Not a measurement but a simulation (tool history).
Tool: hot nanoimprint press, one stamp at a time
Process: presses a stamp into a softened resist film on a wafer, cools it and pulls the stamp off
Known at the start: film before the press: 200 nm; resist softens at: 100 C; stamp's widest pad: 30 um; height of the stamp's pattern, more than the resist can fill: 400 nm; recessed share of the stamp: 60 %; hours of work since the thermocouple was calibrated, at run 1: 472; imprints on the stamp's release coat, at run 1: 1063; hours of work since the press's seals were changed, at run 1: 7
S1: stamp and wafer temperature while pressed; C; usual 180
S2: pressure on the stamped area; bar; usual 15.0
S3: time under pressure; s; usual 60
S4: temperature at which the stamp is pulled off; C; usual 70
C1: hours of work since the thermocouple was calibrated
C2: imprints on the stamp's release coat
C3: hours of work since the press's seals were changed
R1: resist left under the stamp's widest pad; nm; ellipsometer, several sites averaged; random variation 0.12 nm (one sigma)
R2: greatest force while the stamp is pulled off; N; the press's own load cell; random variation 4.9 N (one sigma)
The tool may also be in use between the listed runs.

run 1 hour=0.0 | S1=180 S2=15.0 S3=60 S4=70 | C1=472 C2=1063 C3=7 | R1=96.7 R2=235
run 2 hour=31.5 | S1=180 S2=15.0 S3=60 S4=70 | C1=488 C2=1151 C3=23 | R1=97.0 R2=233
run 3 hour=70.5 | S1=180 S2=15.0 S3=60 S4=70 | C1=508 C2=1259 C3=44 | R1=96.9 R2=226
-- hour=80.2 plate thermocouple calibrated
run 4 hour=98.4 | S1=180 S2=21.6 S3=60 S4=70 | C1=9 C2=1329 C3=56 | R1=81.6 R2=238
run 5 hour=137.0 | S1=180 S2=21.6 S3=60 S4=70 | C1=29 C2=1436 C3=76 | R1=81.6 R2=238
run 6 hour=172.3 | S1=180 S2=15.0 S3=60 S4=70 | C1=48 C2=1534 C3=95 | R1=97.0 R2=242
run 7 hour=196.8 | S1=180 S2=15.0 S3=60 S4=70 | C1=60 C2=1603 C3=107 | R1=97.1 R2=248
run 8 hour=229.1 | S1=180 S2=15.0 S3=60 S4=73 | C1=77 C2=1693 C3=124 | R1=97.0 R2=231
run 9 hour=260.7 | S1=180 S2=15.0 S3=60 S4=73 | C1=93 C2=1781 C3=140 | R1=97.0 R2=224
run 10 hour=297.5 | S1=180 S2=15.0 S3=60 S4=73 | C1=112 C2=1883 C3=160 | R1=97.2 R2=229
run 11 hour=332.6 | S1=180 S2=15.0 S3=60 S4=70 | C1=131 C2=1981 C3=178 | R1=97.3 R2=240
-- hour=340.7 stamp cleaned and given a new release coat
run 12 hour=367.6 | S1=180 S2=15.0 S3=60 S4=70 | C1=146 C2=75 C3=193 | R1=97.1 R2=235
run 13 hour=404.0 | S1=180 S2=15.0 S3=60 S4=70 | C1=164 C2=176 C3=212 | R1=97.3 R2=241
run 14 hour=429.2 | S1=180 S2=15.0 S3=60 S4=70 | C1=178 C2=247 C3=225 | R1=97.4 R2=238
run 15 hour=472.1 | S1=180 S2=15.0 S3=60 S4=70 | C1=200 C2=366 C3=247 | R1=97.3 R2=242
run 16 hour=507.8 | S1=180 S2=11.6 S3=38 S4=67 | C1=218 C2=465 C3=265 | R1=125.7 R2=253
run 17 hour=544.4 | S1=170 S2=16.9 S3=50 S4=67 | C1=237 C2=567 C3=284 | R1=138.2 R2=247
run 18 hour=582.3 | S1=180 S2=21.8 S3=84 S4=78 | C1=257 C2=673 C3=304 | R1=71.8 R2=213
run 19 hour=607.6 | S1=178 S2=15.0 S3=60 S4=68 | C1=270 C2=743 C3=317 | R1=104.7 R2=252
run 20 hour=641.7 | S1=178 S2=15.0 S3=60 S4=68 | C1=288 C2=838 C3=335 | R1=105.2 R2=249
run 21 hour=673.5 | S1=186 S2=15.0 S3=60 S4=70 | C1=304 C2=926 C3=351 | R1=77.9 R2=243
run 22 hour=714.1 | S1=186 S2=16.9 S3=60 S4=74 | C1=325 C2=1039 C3=372 | R1=73.5 R2=224
run 23 hour=738.5 | S1=187 S2=15.0 S3=60 S4=66 | C1=338 C2=1107 C3=385 | R1=74.8 R2=248
run 24 hour=780.4 | S1=189 S2=9.9 S3=62 S4=75 | C1=359 C2=1224 C3=406 | R1=84.7 R2=219
run 25 hour=818.1 | S1=189 S2=9.9 S3=62 S4=75 | C1=379 C2=1329 C3=426 | R1=84.9 R2=223
run 26 hour=839.7 | S1=170 S2=22.1 S3=31 S4=63 | C1=390 C2=1389 C3=437 | R1=143.2 R2=262
run 27 hour=877.4 | S1=170 S2=22.1 S3=117 S4=58 | C1=410 C2=1494 C3=457 | R1=96.0 R2=281
run 28 hour=896.1 | S1=170 S2=22.1 S3=84 S4=58 | C1=419 C2=1546 C3=466 | R1=107.5 R2=278
run 29 hour=934.9 | S1=171 S2=10.1 S3=60 S4=70 | C1=439 C2=1654 C3=486 | R1=151.5 R2=243
run 30 hour=953.0 | S1=177 S2=15.6 S3=38 S4=70 | C1=449 C2=1704 C3=496 | R1=123.9 R2=242

Forecast each of these 4 alternatives for the next run:
-- hour=954.9 gauge calibrated
run A hour=997.2 | S1=180 S2=15.0 S3=104 S4=70 | C1=472 C2=1827 C3=519 | R1=? R2=?
-- hour=954.9 gauge calibrated
run B hour=997.2 | S1=182 S2=18.0 S3=38 S4=57 | C1=472 C2=1827 C3=519 | R1=? R2=?
-- hour=954.9 gauge calibrated
run C hour=997.2 | S1=180 S2=23.0 S3=38 S4=70 | C1=472 C2=1827 C3=519 | R1=? R2=?
-- hour=954.9 gauge calibrated
run D hour=997.2 | S1=186 S2=10.4 S3=60 S4=60 | C1=472 C2=1827 C3=519 | R1=? R2=?

run=A R1=79.0 R2=246
run=B R1=97.1 R2=292
run=C R1=93.4 R2=247
run=D R1=92.5 R2=275
Without the tool's hidden state the same runs would have given:
run=A R1=78.9 R2=242
run=B R1=97.1 R2=288
run=C R1=93.4 R2=243
run=D R1=92.4 R2=271
